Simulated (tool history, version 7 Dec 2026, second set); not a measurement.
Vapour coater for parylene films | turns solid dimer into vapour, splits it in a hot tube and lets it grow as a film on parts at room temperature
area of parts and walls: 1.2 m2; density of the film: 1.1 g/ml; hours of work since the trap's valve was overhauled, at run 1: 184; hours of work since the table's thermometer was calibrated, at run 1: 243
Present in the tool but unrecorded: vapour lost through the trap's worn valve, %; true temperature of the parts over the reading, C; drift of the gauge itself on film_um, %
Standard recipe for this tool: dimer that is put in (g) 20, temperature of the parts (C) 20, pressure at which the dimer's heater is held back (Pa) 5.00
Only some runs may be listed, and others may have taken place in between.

| run | hour | dimer that is put in (g) | temperature of the parts (C) | pressure at which the dimer's heater is held back (Pa) | hours of work since the trap's valve was overhauled | hours of work since the table's thermometer was calibrated | thickness of the film (µm) |
|---|---|---|---|---|---|---|---|
| 1 | 0.0 | 20 | 20 | 5.00 | 184 | 243 | 9.75 |
| 2 | 14.7 | 20 | 27 | 5.00 | 190 | 249 | 8.54 |
| 3 | 27.6 | 20 | 20 | 5.00 | 195 | 255 | 9.82 |
| 4 | 54.5 | 20 | 20 | 5.00 | 206 | 265 | 9.70 |
| 5 | 86.2 | 20 | 20 | 10.95 | 219 | 278 | 9.33 |
| 6 | 100.8 | 20 | 20 | 8.19 | 225 | 284 | 9.62 |
| 7 | 130.4 | 16 | 20 | 8.19 | 236 | 296 | 7.47 |
| 8 | 145.0 | 16 | 20 | 8.19 | 242 | 302 | 7.67 |
| 9 | 161.7 | 16 | 20 | 8.19 | 249 | 308 | 7.60 |
| 10 | 177.9 | 22 | 20 | 5.00 | 255 | 315 | 10.66 |
| 11 | 198.9 | 20 | 20 | 5.00 | 264 | 323 | 9.62 |
| 12 | 216.0 | 20 | 20 | 9.97 | 271 | 330 | 9.34 |
| 13 | 235.9 | 20 | 20 | 5.00 | 279 | 338 | 9.68 |
| 14 | 264.9 | 20 | 20 | 5.00 | 290 | 350 | 9.77 |
| 15 | 291.3 | 20 | 20 | 5.00 | 301 | 360 | 9.69 |
| 16 | 315.4 | 20 | 20 | 5.00 | 311 | 370 | 9.75 |
| 17 | 344.2 | 18 | 20 | 5.00 | 322 | 381 | 8.70 |
| 18 | 364.2 | 20 | 20 | 5.00 | 330 | 390 | 9.69 |
| 19 | 385.9 | 20 | 20 | 5.00 | 339 | 398 | 9.73 |
| 20 | 417.9 | 20 | 20 | 5.00 | 352 | 411 | 9.62 |
| 21 | 440.4 | 20 | 20 | 11.06 | 361 | 420 | 9.09 |
| 22 | 469.8 | 20 | 20 | 11.06 | 373 | 432 | 9.06 |
| 23 | 494.0 | 20 | 20 | 11.06 | 382 | 442 | 9.21 |
| 24 | 513.9 | 20 | 20 | 11.06 | 390 | 450 | 9.27 |
| 25 | 530.8 | 20 | 20 | 11.06 | 397 | 456 | 9.14 |
| 26 | 556.0 | 20 | 20 | 11.06 | 407 | 466 | 9.10 |
| 27 | 575.0 | 20 | 20 | 11.06 | 415 | 474 | 9.08 |
| 28 | 594.6 | 15 | 13 | 3.08 | 423 | 482 | 8.46 |
| 29 | 611.8 | 19 | 20 | 10.37 | 430 | 489 | 8.71 |
| 30 | 635.6 | 32 | 31 | 10.37 | 439 | 498 | 11.69 |
| 31 | 651.5 | 20 | 14 | 2.25 | 445 | 505 | 11.20 |
| 32 | 667.8 | 20 | 14 | 2.25 | 452 | 511 | 11.05 |
| 33 | 696.3 | 12 | 32 | 11.80 | 463 | 523 | 4.26 |
| 34 | 720.0 | 20 | 25 | 5.00 | 473 | 532 | 8.57 |
| 35 | 739.2 | 23 | 30 | 5.00 | 481 | 540 | 8.99 |
|  | 745.7 | trap's valve overhauled |
| 36 | 774.2 | 18 | 23 | 2.87 | 11 | 552 | 8.73 |
| 37 | 800.9 | 9 | 22 | 4.52 | 22 | 563 | 4.39 |
| 38 | 831.0 | 32 | 23 | 5.00 | 34 | 575 | 15.06 |
| 39 | 848.0 | 20 | 16 | 5.00 | 41 | 582 | 10.86 |
| 40 | 879.9 | 32 | 14 | 5.21 | 54 | 595 | 17.81 |
| 41 | 902.9 | 19 | 14 | 5.21 | 63 | 604 | 10.64 |
| 42 | 932.6 | 19 | 14 | 5.21 | 75 | 616 | 10.69 |
| 43 | 953.5 | 36 | 29 | 10.74 | 83 | 624 | 14.40 |
| 44 | 977.6 | 10 | 24 | 10.74 | 93 | 634 | 4.34 |
| 45 | 997.7 | 10 | 24 | 10.74 | 101 | 642 | 4.41 |
| 46 | 1013.9 | 10 | 18 | 4.44 | 108 | 648 | 5.18 |
| 47 | 1041.8 | 30 | 18 | 4.44 | 119 | 660 | 15.63 |

Hidden state or all else? Some run-to-run changes of thickness of the film (µm), split into what the settings, what came in and random variation would give without the hidden state, and what is left for the hidden state (with any gauge scatter that isn't in both results):
Run 32 -> 33: dimer that is put in (g) 20 -> 12, temperature of the parts (C) 14 -> 32, pressure at which the dimer's heater is held back (Pa) 2.25 -> 11.80. thickness of the film (µm) -6.79: hidden state +0.43, all else -7.22.
Run 35 -> 36: dimer that is put in (g) 23 -> 18, temperature of the parts (C) 30 -> 23, pressure at which the dimer's heater is held back (Pa) 5.00 -> 2.87, trap's valve overhauled. thickness of the film (µm) -0.26: hidden state +0.49, all else -0.75.
Run 37 -> 38: dimer that is put in (g) 9 -> 32, temperature of the parts (C) 22 -> 23, pressure at which the dimer's heater is held back (Pa) 4.52 -> 5.00. thickness of the film (µm) +10.67: hidden state -0.18, all else +10.85.
Run 43 -> 44: dimer that is put in (g) 36 -> 10, temperature of the parts (C) 29 -> 24. thickness of the film (µm) -10.06: hidden state +0.22, all else -10.28.
Run 46 -> 47: dimer that is put in (g) 10 -> 30. thickness of the film (µm) +10.45: hidden state -0.30, all else +10.75.
